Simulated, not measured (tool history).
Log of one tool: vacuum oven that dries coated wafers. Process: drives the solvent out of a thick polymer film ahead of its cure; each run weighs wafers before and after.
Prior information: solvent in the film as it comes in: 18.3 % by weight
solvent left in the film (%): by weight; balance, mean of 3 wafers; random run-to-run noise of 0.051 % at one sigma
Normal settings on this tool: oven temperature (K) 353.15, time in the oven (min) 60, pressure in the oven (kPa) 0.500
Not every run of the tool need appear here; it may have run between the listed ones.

run 1 hour=0.0 | oven_temperature_(K)=353.15 time_in_the_oven_(min)=60 pressure_in_the_oven_(kPa)=0.500 | solvent_left_in_the_film_(%)=0.89
run 2 hour=25.4 | oven_temperature_(K)=353.15 time_in_the_oven_(min)=60 pressure_in_the_oven_(kPa)=0.500 | solvent_left_in_the_film_(%)=0.89
run 3 hour=58.7 | oven_temperature_(K)=351.15 time_in_the_oven_(min)=60 pressure_in_the_oven_(kPa)=0.500 | solvent_left_in_the_film_(%)=1.10
run 4 hour=84.0 | oven_temperature_(K)=351.15 time_in_the_oven_(min)=60 pressure_in_the_oven_(kPa)=0.500 | solvent_left_in_the_film_(%)=1.05
run 5 hour=113.4 | oven_temperature_(K)=353.15 time_in_the_oven_(min)=60 pressure_in_the_oven_(kPa)=0.500 | solvent_left_in_the_film_(%)=0.83
run 6 hour=150.4 | oven_temperature_(K)=353.15 time_in_the_oven_(min)=60 pressure_in_the_oven_(kPa)=0.500 | solvent_left_in_the_film_(%)=0.87
run 7 hour=195.7 | oven_temperature_(K)=342.15 time_in_the_oven_(min)=60 pressure_in_the_oven_(kPa)=0.500 | solvent_left_in_the_film_(%)=2.67
run 8 hour=250.9 | oven_temperature_(K)=353.15 time_in_the_oven_(min)=60 pressure_in_the_oven_(kPa)=0.500 | solvent_left_in_the_film_(%)=0.93
run 9 hour=310.4 | oven_temperature_(K)=353.15 time_in_the_oven_(min)=60 pressure_in_the_oven_(kPa)=0.500 | solvent_left_in_the_film_(%)=0.79
run 10 hour=349.3 | oven_temperature_(K)=353.15 time_in_the_oven_(min)=60 pressure_in_the_oven_(kPa)=0.500 | solvent_left_in_the_film_(%)=0.83
run 11 hour=411.0 | oven_temperature_(K)=353.15 time_in_the_oven_(min)=60 pressure_in_the_oven_(kPa)=0.500 | solvent_left_in_the_film_(%)=0.93
run 12 hour=456.3 | oven_temperature_(K)=353.15 time_in_the_oven_(min)=83 pressure_in_the_oven_(kPa)=0.500 | solvent_left_in_the_film_(%)=0.46
run 13 hour=512.5 | oven_temperature_(K)=353.15 time_in_the_oven_(min)=83 pressure_in_the_oven_(kPa)=0.500 | solvent_left_in_the_film_(%)=0.32
run 14 hour=540.1 | oven_temperature_(K)=353.15 time_in_the_oven_(min)=60 pressure_in_the_oven_(kPa)=0.500 | solvent_left_in_the_film_(%)=0.76
run 15 hour=566.6 | oven_temperature_(K)=353.15 time_in_the_oven_(min)=60 pressure_in_the_oven_(kPa)=0.500 | solvent_left_in_the_film_(%)=0.82
run 16 hour=606.1 | oven_temperature_(K)=353.15 time_in_the_oven_(min)=60 pressure_in_the_oven_(kPa)=0.500 | solvent_left_in_the_film_(%)=0.92
run 17 hour=635.4 | oven_temperature_(K)=353.15 time_in_the_oven_(min)=60 pressure_in_the_oven_(kPa)=0.500 | solvent_left_in_the_film_(%)=0.95
run 18 hour=676.1 | oven_temperature_(K)=353.15 time_in_the_oven_(min)=60 pressure_in_the_oven_(kPa)=0.500 | solvent_left_in_the_film_(%)=0.91
run 19 hour=719.7 | oven_temperature_(K)=362.15 time_in_the_oven_(min)=60 pressure_in_the_oven_(kPa)=0.385 | solvent_left_in_the_film_(%)=0.23
-- hour=733.8 oven's thermocouples calibrated
run 20 hour=762.7 | oven_temperature_(K)=353.15 time_in_the_oven_(min)=60 pressure_in_the_oven_(kPa)=0.720 | solvent_left_in_the_film_(%)=0.96
run 21 hour=823.8 | oven_temperature_(K)=354.15 time_in_the_oven_(min)=104 pressure_in_the_oven_(kPa)=0.775 | solvent_left_in_the_film_(%)=0.37
run 22 hour=854.3 | oven_temperature_(K)=362.15 time_in_the_oven_(min)=47 pressure_in_the_oven_(kPa)=1.838 | solvent_left_in_the_film_(%)=0.88
run 23 hour=909.8 | oven_temperature_(K)=362.15 time_in_the_oven_(min)=47 pressure_in_the_oven_(kPa)=1.838 | solvent_left_in_the_film_(%)=0.81
run 24 hour=946.8 | oven_temperature_(K)=362.15 time_in_the_oven_(min)=71 pressure_in_the_oven_(kPa)=1.529 | solvent_left_in_the_film_(%)=0.52
run 25 hour=999.6 | oven_temperature_(K)=365.15 time_in_the_oven_(min)=87 pressure_in_the_oven_(kPa)=0.948 | solvent_left_in_the_film_(%)=0.29
run 26 hour=1053.4 | oven_temperature_(K)=353.15 time_in_the_oven_(min)=95 pressure_in_the_oven_(kPa)=0.478 | solvent_left_in_the_film_(%)=0.29
run 27 hour=1093.0 | oven_temperature_(K)=353.15 time_in_the_oven_(min)=95 pressure_in_the_oven_(kPa)=0.478 | solvent_left_in_the_film_(%)=0.28
run 28 hour=1152.8 | oven_temperature_(K)=353.15 time_in_the_oven_(min)=78 pressure_in_the_oven_(kPa)=0.925 | solvent_left_in_the_film_(%)=0.63
run 29 hour=1180.5 | oven_temperature_(K)=343.15 time_in_the_oven_(min)=79 pressure_in_the_oven_(kPa)=0.394 | solvent_left_in_the_film_(%)=1.45
run 30 hour=1223.5 | oven_temperature_(K)=354.15 time_in_the_oven_(min)=60 pressure_in_the_oven_(kPa)=0.938 | solvent_left_in_the_film_(%)=0.92
run 31 hour=1281.4 | oven_temperature_(K)=354.15 time_in_the_oven_(min)=60 pressure_in_the_oven_(kPa)=0.938 | solvent_left_in_the_film_(%)=0.99
run 32 hour=1338.1 | oven_temperature_(K)=353.15 time_in_the_oven_(min)=49 pressure_in_the_oven_(kPa)=0.500 | solvent_left_in_the_film_(%)=1.31
run 33 hour=1369.0 | oven_temperature_(K)=349.15 time_in_the_oven_(min)=60 pressure_in_the_oven_(kPa)=0.500 | solvent_left_in_the_film_(%)=1.35
run 34 hour=1425.5 | oven_temperature_(K)=356.15 time_in_the_oven_(min)=60 pressure_in_the_oven_(kPa)=0.620 | solvent_left_in_the_film_(%)=0.62
run 35 hour=1470.5 | oven_temperature_(K)=356.15 time_in_the_oven_(min)=60 pressure_in_the_oven_(kPa)=0.620 | solvent_left_in_the_film_(%)=0.76
run 36 hour=1530.8 | oven_temperature_(K)=356.15 time_in_the_oven_(min)=60 pressure_in_the_oven_(kPa)=0.620 | solvent_left_in_the_film_(%)=0.58

Below are 5 alternative next runs, each starting from the tool's condition after run 36. Predict each:
run A hour=1577.1 | oven_temperature_(K)=356.15 time_in_the_oven_(min)=60 pressure_in_the_oven_(kPa)=0.500 | solvent_left_in_the_film_(%)=?
run B hour=1577.1 | oven_temperature_(K)=353.15 time_in_the_oven_(min)=44 pressure_in_the_oven_(kPa)=0.500 | solvent_left_in_the_film_(%)=?
run C hour=1577.1 | oven_temperature_(K)=356.15 time_in_the_oven_(min)=60 pressure_in_the_oven_(kPa)=0.923 | solvent_left_in_the_film_(%)=?
run D hour=1577.1 | oven_temperature_(K)=353.15 time_in_the_oven_(min)=63 pressure_in_the_oven_(kPa)=0.620 | solvent_left_in_the_film_(%)=?
run E hour=1577.1 | oven_temperature_(K)=356.15 time_in_the_oven_(min)=37 pressure_in_the_oven_(kPa)=0.620 | solvent_left_in_the_film_(%)=?

run=A solvent_left_in_the_film_(%)=0.61
run=B solvent_left_in_the_film_(%)=1.66
run=C solvent_left_in_the_film_(%)=0.78
run=D solvent_left_in_the_film_(%)=0.74
run=E solvent_left_in_the_film_(%)=1.77
Had the tool no hidden state, the same runs would have come out as:
run=A solvent_left_in_the_film_(%)=0.60
run=B solvent_left_in_the_film_(%)=1.65
run=C solvent_left_in_the_film_(%)=0.77
run=D solvent_left_in_the_film_(%)=0.73
run=E solvent_left_in_the_film_(%)=1.76
